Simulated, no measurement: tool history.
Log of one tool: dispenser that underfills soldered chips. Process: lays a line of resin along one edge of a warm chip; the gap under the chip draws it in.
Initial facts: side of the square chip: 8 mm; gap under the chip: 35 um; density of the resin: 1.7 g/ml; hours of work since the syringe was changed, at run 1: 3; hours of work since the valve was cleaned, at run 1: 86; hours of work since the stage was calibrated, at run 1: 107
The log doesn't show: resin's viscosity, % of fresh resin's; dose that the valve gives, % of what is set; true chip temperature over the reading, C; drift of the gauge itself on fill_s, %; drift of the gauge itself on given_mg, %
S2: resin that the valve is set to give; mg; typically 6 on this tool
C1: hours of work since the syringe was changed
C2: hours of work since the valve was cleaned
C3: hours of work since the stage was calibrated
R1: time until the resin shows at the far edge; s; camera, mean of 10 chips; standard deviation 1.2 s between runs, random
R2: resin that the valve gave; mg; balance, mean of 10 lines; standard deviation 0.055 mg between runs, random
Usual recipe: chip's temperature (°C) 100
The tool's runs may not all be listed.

{"run": 1, "hour": 0.0, "chip's temperature (°C)": 100, "S2": 6, "C1": 3, "C2": 86, "C3": 107, "R1": 146.2, "R2": 5.68}
{"hour": 7.7, "done": "new syringe of resin"}
{"run": 2, "hour": 12.8, "chip's temperature (°C)": 100, "S2": 6, "C1": 4, "C2": 96, "C3": 116, "R1": 165.1, "R2": 5.68}
{"hour": 18.3, "done": "new syringe of resin"}
{"run": 3, "hour": 26.9, "chip's temperature (°C)": 100, "S2": 5.4, "C1": 7, "C2": 107, "C3": 127, "R1": 213.7, "R2": 5.11}
{"hour": 29.4, "done": "new syringe of resin"}
{"run": 4, "hour": 35.7, "chip's temperature (°C)": 100, "S2": 7.21, "C1": 5, "C2": 113, "C3": 133, "R1": 176.8, "R2": 6.85}
{"hour": 40.5, "done": "new syringe of resin"}
{"run": 5, "hour": 49.9, "chip's temperature (°C)": 100, "S2": 7.21, "C1": 7, "C2": 124, "C3": 144, "R1": 219, "R2": 6.71}
{"hour": 51.3, "done": "new syringe of resin"}
{"run": 6, "hour": 58.4, "chip's temperature (°C)": 100, "S2": 6.25, "C1": 5, "C2": 130, "C3": 151, "R1": 191.9, "R2": 5.87}
{"hour": 62.0, "done": "new syringe of resin"}
{"hour": 72.6, "done": "new syringe of resin"}
{"run": 7, "hour": 72.6, "chip's temperature (°C)": 100, "S2": 6, "C1": 0, "C2": 141, "C3": 161, "R1": 123.1, "R2": 5.54}
{"hour": 83.2, "done": "new syringe of resin"}
{"run": 8, "hour": 83.8, "chip's temperature (°C)": 100, "S2": 6, "C1": 0, "C2": 149, "C3": 169, "R1": 127.1, "R2": 5.46}
{"hour": 86.6, "done": "dispensing valve cleaned and set on the balance"}
{"run": 9, "hour": 92.4, "chip's temperature (°C)": 100, "S2": 6, "C1": 6, "C2": 4, "C3": 175, "R1": 212.4, "R2": 6.02}
{"hour": 95.4, "done": "new syringe of resin"}
{"run": 10, "hour": 105.5, "chip's temperature (°C)": 100, "S2": 6, "C1": 8, "C2": 14, "C3": 185, "R1": 234.7, "R2": 5.88}
{"hour": 106.6, "done": "new syringe of resin"}
{"run": 11, "hour": 114.9, "chip's temperature (°C)": 100, "S2": 6, "C1": 6, "C2": 21, "C3": 192, "R1": 202.7, "R2": 5.9}
{"hour": 117.7, "done": "new syringe of resin"}
{"run": 12, "hour": 123.9, "chip's temperature (°C)": 100, "S2": 6, "C1": 5, "C2": 28, "C3": 199, "R1": 184.2, "R2": 5.95}
{"hour": 128.2, "done": "new syringe of resin"}
{"run": 13, "hour": 137.6, "chip's temperature (°C)": 91, "S2": 6, "C1": 7, "C2": 38, "C3": 209, "R1": 318.9, "R2": 5.9}
{"hour": 139.0, "done": "new syringe of resin"}
{"hour": 149.8, "done": "new syringe of resin"}
{"run": 14, "hour": 150.5, "chip's temperature (°C)": 114, "S2": 7.65, "C1": 1, "C2": 48, "C3": 219, "R1": 74.9, "R2": 7.47}
{"hour": 160.6, "done": "new syringe of resin"}
{"run": 15, "hour": 160.9, "chip's temperature (°C)": 95, "S2": 6, "C1": 0, "C2": 56, "C3": 226, "R1": 154.9, "R2": 5.84}
{"hour": 171.5, "done": "new syringe of resin"}
{"run": 16, "hour": 171.5, "chip's temperature (°C)": 103, "S2": 5.78, "C1": 0, "C2": 63, "C3": 234, "R1": 109, "R2": 5.54}
{"run": 17, "hour": 178.7, "chip's temperature (°C)": 85, "S2": 5.36, "C1": 6, "C2": 69, "C3": 240, "R1": 363.4, "R2": 5.2}
{"hour": 182.1, "done": "new syringe of resin"}
{"run": 18, "hour": 188.0, "chip's temperature (°C)": 110, "S2": 7.17, "C1": 5, "C2": 76, "C3": 247, "R1": 120.9, "R2": 6.96}
{"hour": 193.0, "done": "new syringe of resin"}
{"run": 19, "hour": 200.8, "chip's temperature (°C)": 114, "S2": 5.46, "C1": 6, "C2": 86, "C3": 256, "R1": 120.5, "R2": 5.21}
{"hour": 204.0, "done": "new syringe of resin"}
{"run": 20, "hour": 208.8, "chip's temperature (°C)": 114, "S2": 5.46, "C1": 4, "C2": 92, "C3": 262, "R1": 105.4, "R2": 5.25}
{"hour": 214.8, "done": "new syringe of resin"}
{"run": 21, "hour": 215.7, "chip's temperature (°C)": 114, "S2": 5.46, "C1": 1, "C2": 97, "C3": 267, "R1": 77.2, "R2": 5.23}
{"hour": 225.7, "done": "new syringe of resin"}
{"run": 22, "hour": 228.2, "chip's temperature (°C)": 114, "S2": 5.46, "C1": 2, "C2": 106, "C3": 277, "R1": 86.9, "R2": 5.13}
{"hour": 236.3, "done": "new syringe of resin"}
{"run": 23, "hour": 237.5, "chip's temperature (°C)": 114, "S2": 5.46, "C1": 1, "C2": 113, "C3": 284, "R1": 80.9, "R2": 5.14}
{"run": 24, "hour": 243.5, "chip's temperature (°C)": 106, "S2": 6.76, "C1": 5, "C2": 118, "C3": 288, "R1": 151.8, "R2": 6.31}
{"hour": 247.1, "done": "new syringe of resin"}
{"run": 25, "hour": 256.6, "chip's temperature (°C)": 106, "S2": 6.76, "C1": 7, "C2": 127, "C3": 298, "R1": 183, "R2": 6.33}
{"hour": 258.0, "done": "new syringe of resin"}
{"hour": 269.0, "done": "new syringe of resin"}
{"run": 26, "hour": 269.0, "chip's temperature (°C)": 106, "S2": 5.47, "C1": 0, "C2": 136, "C3": 307, "R1": 102.3, "R2": 5.01}

Measured less the same run without the tool's hidden state. The same run-to-run variation is in both; the gauge's scatter may not be:
run=1 R1=+31.2 R2=-0.29
run=2 R1=+49.1 R2=-0.33
run=3 R1=+94.4 R2=-0.33
run=4 R1=+60.6 R2=-0.47
run=5 R1=+103 R2=-0.5
run=6 R1=+75.4 R2=-0.45
run=7 R1=+5.1 R2=-0.48
run=8 R1=+10.7 R2=-0.51
run=9 R1=+91.7 R2=-0.01
run=10 R1=+116.8 R2=-0.05
run=11 R1=+86.1 R2=-0.07
run=12 R1=+66 R2=-0.09
run=13 R1=+151.2 R2=-0.12
run=14 R1=+6.4 R2=-0.2
run=15 R1=+10 R2=-0.18
run=16 R1=+5 R2=-0.21
run=17 R1=+146.1 R2=-0.2
run=18 R1=+41.9 R2=-0.29
run=19 R1=+49.5 R2=-0.26
run=20 R1=+33.9 R2=-0.27
run=21 R1=+7.3 R2=-0.28
run=22 R1=+17.7 R2=-0.32
run=23 R1=+9.9 R2=-0.34
run=24 R1=+60.1 R2=-0.44
run=25 R1=+90 R2=-0.48
run=26 R1=+6.9 R2=-0.42

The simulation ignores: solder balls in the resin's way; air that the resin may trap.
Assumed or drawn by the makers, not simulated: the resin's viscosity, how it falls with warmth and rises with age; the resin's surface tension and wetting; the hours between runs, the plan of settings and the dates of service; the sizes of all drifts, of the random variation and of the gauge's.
